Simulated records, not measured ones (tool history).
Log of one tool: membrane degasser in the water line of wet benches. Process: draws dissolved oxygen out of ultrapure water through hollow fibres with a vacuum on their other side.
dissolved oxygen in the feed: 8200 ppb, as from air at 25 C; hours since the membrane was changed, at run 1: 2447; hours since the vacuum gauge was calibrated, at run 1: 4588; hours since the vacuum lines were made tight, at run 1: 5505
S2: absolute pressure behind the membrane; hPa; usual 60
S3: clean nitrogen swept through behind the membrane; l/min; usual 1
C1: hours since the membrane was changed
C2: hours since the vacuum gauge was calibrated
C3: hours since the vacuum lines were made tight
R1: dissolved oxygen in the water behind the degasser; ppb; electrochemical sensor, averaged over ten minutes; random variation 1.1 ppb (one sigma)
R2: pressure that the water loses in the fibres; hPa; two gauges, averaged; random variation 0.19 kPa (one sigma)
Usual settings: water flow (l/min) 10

run 1 day=0 | water_flow_(l/min)=10 S2=60 S3=1 | C1=2447 C2=4588 C3=5505 | R1=104.5 R2=411.8
run 2 day=3.967 | water_flow_(l/min)=10 S2=60 S3=1 | C1=2543 C2=4683 C3=5601 | R1=103.3 R2=411.3
run 3 day=8.342 | water_flow_(l/min)=10 S2=60 S3=1 | C1=2648 C2=4788 C3=5706 | R1=104.2 R2=409.5
run 4 day=11.842 | water_flow_(l/min)=10 S2=60 S3=1 | C1=2732 C2=4872 C3=5790 | R1=102.3 R2=409.5
run 5 day=16.233 | water_flow_(l/min)=10 S2=60 S3=1 | C1=2837 C2=4978 C3=5895 | R1=102.6 R2=408.3
run 6 day=18.438 | water_flow_(l/min)=10 S2=60 S3=1 | C1=2890 C2=5030 C3=5948 | R1=101.2 R2=409.6
run 7 day=21.154 | water_flow_(l/min)=10 S2=60 S3=1 | C1=2955 C2=5096 C3=6013 | R1=101.7 R2=407.3
run 8 day=24.475 | water_flow_(l/min)=10 S2=60 S3=2.82 | C1=3035 C2=5175 C3=6093 | R1=62.8 R2=406.2
-- day=26.6 vacuum gauge calibrated
run 9 day=27.183 | water_flow_(l/min)=10 S2=60 S3=2.82 | C1=3099 C2=14 C3=6157 | R1=61.2 R2=405.6
run 10 day=31.254 | water_flow_(l/min)=10 S2=60 S3=2.82 | C1=3197 C2=112 C3=6255 | R1=60.9 R2=407.6
run 11 day=33.567 | water_flow_(l/min)=10 S2=60 S3=2.82 | C1=3252 C2=167 C3=6310 | R1=61.9 R2=405.5
run 12 day=36.671 | water_flow_(l/min)=13 S2=60 S3=2.82 | C1=3327 C2=242 C3=6385 | R1=95.5 R2=528.4
run 13 day=39.562 | water_flow_(l/min)=13 S2=60 S3=2.82 | C1=3396 C2=311 C3=6454 | R1=95.5 R2=522.7
run 14 day=41.888 | water_flow_(l/min)=13 S2=60 S3=2.82 | C1=3452 C2=367 C3=6510 | R1=95 R2=523.6
run 15 day=45.704 | water_flow_(l/min)=13 S2=60 S3=2.82 | C1=3544 C2=459 C3=6602 | R1=96.8 R2=523.7
run 16 day=48.967 | water_flow_(l/min)=11 S2=60 S3=1 | C1=3622 C2=537 C3=6680 | R1=117.9 R2=441.4
run 17 day=52.158 | water_flow_(l/min)=10 S2=101.6 S3=1.98 | C1=3699 C2=613 C3=6757 | R1=124.1 R2=403.6
run 18 day=56.708 | water_flow_(l/min)=10 S2=101.6 S3=1.98 | C1=3808 C2=723 C3=6866 | R1=122.2 R2=400.3
run 19 day=59.229 | water_flow_(l/min)=7 S2=60 S3=1.12 | C1=3868 C2=783 C3=6926 | R1=57.3 R2=277.7
-- day=61.258 gauge calibrated
run 20 day=61.762 | water_flow_(l/min)=12 S2=60 S3=1.78 | C1=3929 C2=844 C3=6987 | R1=99.5 R2=493
run 21 day=64.867 | water_flow_(l/min)=12 S2=60 S3=1.78 | C1=4004 C2=918 C3=7062 | R1=101.6 R2=492.9
run 22 day=68.938 | water_flow_(l/min)=16 S2=60 S3=0.59 | C1=4101 C2=1016 C3=7159 | R1=252 R2=660.5
run 23 day=72.879 | water_flow_(l/min)=16 S2=50.8 S3=1.03 | C1=4196 C2=1111 C3=7254 | R1=159.9 R2=654.7
run 24 day=75.025 | water_flow_(l/min)=16 S2=50.8 S3=1.03 | C1=4247 C2=1162 C3=7305 | R1=162.6 R2=654
run 25 day=79.029 | water_flow_(l/min)=9 S2=60 S3=0.8 | C1=4344 C2=1258 C3=7402 | R1=101.4 R2=368.1
-- day=79.575 seals of the vacuum lines changed
run 26 day=83.829 | water_flow_(l/min)=10 S2=60 S3=2.15 | C1=4457 C2=1371 C3=102 | R1=69.4 R2=408.3
run 27 day=88.238 | water_flow_(l/min)=10 S2=86 S3=0.6 | C1=4563 C2=1477 C3=208 | R1=234.4 R2=408.4
run 28 day=90.433 | water_flow_(l/min)=10 S2=86 S3=0.6 | C1=4615 C2=1530 C3=261 | R1=237 R2=404.9
run 29 day=92.704 | water_flow_(l/min)=10 S2=60 S3=0.5 | C1=4670 C2=1584 C3=315 | R1=159.8 R2=407.2
run 30 day=96.958 | water_flow_(l/min)=10 S2=60 S3=0.5 | C1=4772 C2=1687 C3=417 | R1=157.5 R2=405.8
run 31 day=101.425 | water_flow_(l/min)=10 S2=42.1 S3=1.1 | C1=4879 C2=1794 C3=524 | R1=60.3 R2=403.5

Forecast each of these 4 alternatives for the next run:
run A day=103.35 | water_flow_(l/min)=9 S2=42.1 S3=1.1 | C1=4925 C2=1840 C3=571 | R1=? R2=?
run B day=103.35 | water_flow_(l/min)=11 S2=143 S3=0.41 | C1=4925 C2=1840 C3=571 | R1=? R2=?
run C day=103.35 | water_flow_(l/min)=16 S2=63.7 S3=1.3 | C1=4925 C2=1840 C3=571 | R1=? R2=?
run D day=103.35 | water_flow_(l/min)=8 S2=60 S3=1 | C1=4925 C2=1840 C3=571 | R1=? R2=?

run=A R1=49.7 R2=365.1
run=B R1=641 R2=442.6
run=C R1=181.8 R2=647.6
run=D R1=75.1 R2=322.9
Without the tool's hidden state the same runs would have given:
run=A R1=49.7 R2=372.5
run=B R1=640.8 R2=451.6
run=C R1=181.7 R2=660.9
run=D R1=75 R2=329.5
